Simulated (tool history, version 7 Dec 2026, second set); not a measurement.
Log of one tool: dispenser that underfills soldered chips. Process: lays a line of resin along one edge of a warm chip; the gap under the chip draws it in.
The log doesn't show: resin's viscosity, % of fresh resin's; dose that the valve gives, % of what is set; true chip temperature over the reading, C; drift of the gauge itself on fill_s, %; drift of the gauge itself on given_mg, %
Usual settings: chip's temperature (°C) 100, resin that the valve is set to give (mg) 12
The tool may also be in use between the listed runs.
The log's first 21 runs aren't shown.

| run | hour | chip's temperature (°C) | resin that the valve is set to give (mg) | hours of work since the syringe was changed | hours of work since the valve was cleaned | hours of work since the stage was calibrated | time until the resin shows at the far edge (s) | resin that the valve gave (mg) |
|---|---|---|---|---|---|---|---|---|
|  | 165.8 | new syringe of resin |
| 22 | 169.6 | 107 | 10.6 | 3 | 58 | 295 | 37.2 | 10.37 |
| 23 | 178.7 | 110 | 11.8 | 9 | 65 | 301 | 44.6 | 11.51 |
|  | 180.1 | new syringe of resin |
| 24 | 186.3 | 110 | 11.8 | 4 | 70 | 306 | 36.8 | 11.53 |
|  | 194.7 | new syringe of resin |
| 25 | 195.3 | 110 | 11.8 | 0 | 76 | 312 | 29.1 | 11.51 |
|  | 199 | dispensing valve cleaned and set on the balance |
| 26 | 206.3 | 86 | 11.2 | 7 | 5 | 319 | 101.6 | 11.17 |
|  | 210.1 | new syringe of resin |
| 27 | 215.7 | 115 | 11.3 | 4 | 12 | 326 | 29.6 | 11.25 |
|  | 224.3 | new syringe of resin |
| 28 | 224.3 | 98 | 11.8 | 0 | 17 | 332 | 43.5 | 11.73 |
| 29 | 235 | 89 | 11.8 | 7 | 25 | 339 | 90.8 | 11.69 |
|  | 238.7 | new syringe of resin |
| 30 | 242.5 | 98 | 14.7 | 3 | 30 | 344 | 49.2 | 14.52 |
|  | 253.2 | new syringe of resin |
| 31 | 253.4 | 109 | 12.4 | 0 | 37 | 351 | 28.5 | 12.2 |
| 32 | 263.1 | 110 | 15.4 | 7 | 44 | 358 | 39.2 | 15.11 |
|  | 267.7 | new syringe of resin |
| 33 | 269.4 | 95 | 13.4 | 1 | 48 | 362 | 51 | 13.13 |

5 ways to go on from here, each from the tool as it stands after run 33. What would each give?
| A | 281.1 | 95 | 12.2 | 9 | 56 | 371 | ? | ? |
| B | 281.1 | 102 | 11 | 9 | 56 | 371 | ? | ? |
| C | 281.1 | 98 | 13.2 | 9 | 56 | 371 | ? | ? |
| D | 281.1 | 109 | 12.6 | 9 | 56 | 371 | ? | ? |
| E | 281.1 | 110 | 12.1 | 9 | 56 | 371 | ? | ? |

| run | time until the resin shows at the far edge (s) | resin that the valve gave (mg) |
|---|---|---|
| A | 78.5 | 11.94 |
| B | 60.2 | 10.72 |
| C | 68.6 | 12.95 |
| D | 46.1 | 12.34 |
| E | 44.7 | 11.82 |
Without the tool's hidden state the same runs would have given:
| run | time until the resin shows at the far edge (s) | resin that the valve gave (mg) |
|---|---|---|
| A | 52.6 | 12.2 |
| B | 40.2 | 10.95 |
| C | 46 | 13.23 |
| D | 30.8 | 12.6 |
| E | 29.7 | 12.07 |

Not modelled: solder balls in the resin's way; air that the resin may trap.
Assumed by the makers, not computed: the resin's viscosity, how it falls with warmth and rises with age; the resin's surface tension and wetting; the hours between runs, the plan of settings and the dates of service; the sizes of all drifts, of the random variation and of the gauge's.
